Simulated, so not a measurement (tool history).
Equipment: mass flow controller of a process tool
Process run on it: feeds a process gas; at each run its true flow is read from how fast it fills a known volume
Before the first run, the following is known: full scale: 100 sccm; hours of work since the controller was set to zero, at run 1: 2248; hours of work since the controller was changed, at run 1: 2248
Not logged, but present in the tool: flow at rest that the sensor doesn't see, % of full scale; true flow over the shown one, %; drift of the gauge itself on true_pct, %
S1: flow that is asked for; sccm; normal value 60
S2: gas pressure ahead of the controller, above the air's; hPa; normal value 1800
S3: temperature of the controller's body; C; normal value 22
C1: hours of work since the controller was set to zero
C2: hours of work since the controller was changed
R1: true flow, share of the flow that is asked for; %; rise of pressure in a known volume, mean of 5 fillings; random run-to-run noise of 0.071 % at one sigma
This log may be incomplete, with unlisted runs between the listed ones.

run	hour	S1	S2	S3	C1	C2	R1
1	0.0	60	1800	22	2248	2248	100.92
2	44.2	60	1800	22	2277	2277	101.04
3	111.7	60	1800	22	2322	2322	101.07
4	167.4	60	1800	22	2358	2358	101.01
5	248.8	60	1800	23	2411	2411	100.99
6	315.7	60	1800	23	2455	2455	101.01
7	363.1	60	1800	23	2486	2486	101.16
8	424.1	60	1800	22	2526	2526	101.18
9	470.7	60	1800	22	2556	2556	101.11
10	560.3	60	1800	22	2615	2615	101.30
11	608.9	60	1800	22	2647	2647	101.23
12	653.7	60	1800	22	2676	2676	101.15
13	753.6	60	1640	22	2741	2741	101.35
14	840.5	43	1640	22	2798	2798	101.50
15	894.9	60	1800	23	2834	2834	101.35
16	969.0	60	1800	23	2882	2882	101.05
17	1031.0	60	2670	22	2923	2923	100.72
18	1075.0	60	2670	22	2951	2951	100.69
19	1162.5	60	1910	22	3009	3009	101.29
20	1236.1	14	2380	28	3057	3057	103.49
21	1300.7	14	2380	28	3099	3099	103.74
22	1361.6	27	1860	22	3139	3139	102.07
23	1409.3	11	2340	22	3170	3170	104.66
24	1497.9	48	1700	22	3228	3228	101.62
25	1589.9	48	1700	22	3288	3288	101.78
26	1689.8	50	1520	21	3353	3353	101.85
27	1758.6	23	1800	34	3398	3398	103.05
28	1863.1	60	1400	39	3467	3467	102.17
29	1924.7	63	1430	35	3507	3507	102.05
30	2016.6	53	1790	28	3567	3567	101.85
31	2102.4	53	1790	28	3623	3623	101.92
32	2173.6	33	2410	21	3670	3670	101.79
33	2220.4	97	1510	24	3700	3700	101.99
34	2317.7	60	1920	37	3764	3764	101.95

Expected results for the next run?
35	2361.4	41	2070	22	3792	3792	?

R1: 101.89 %
On a tool with no hidden condition, and with the same random variation, this run would have come out at R1 99.25 %.

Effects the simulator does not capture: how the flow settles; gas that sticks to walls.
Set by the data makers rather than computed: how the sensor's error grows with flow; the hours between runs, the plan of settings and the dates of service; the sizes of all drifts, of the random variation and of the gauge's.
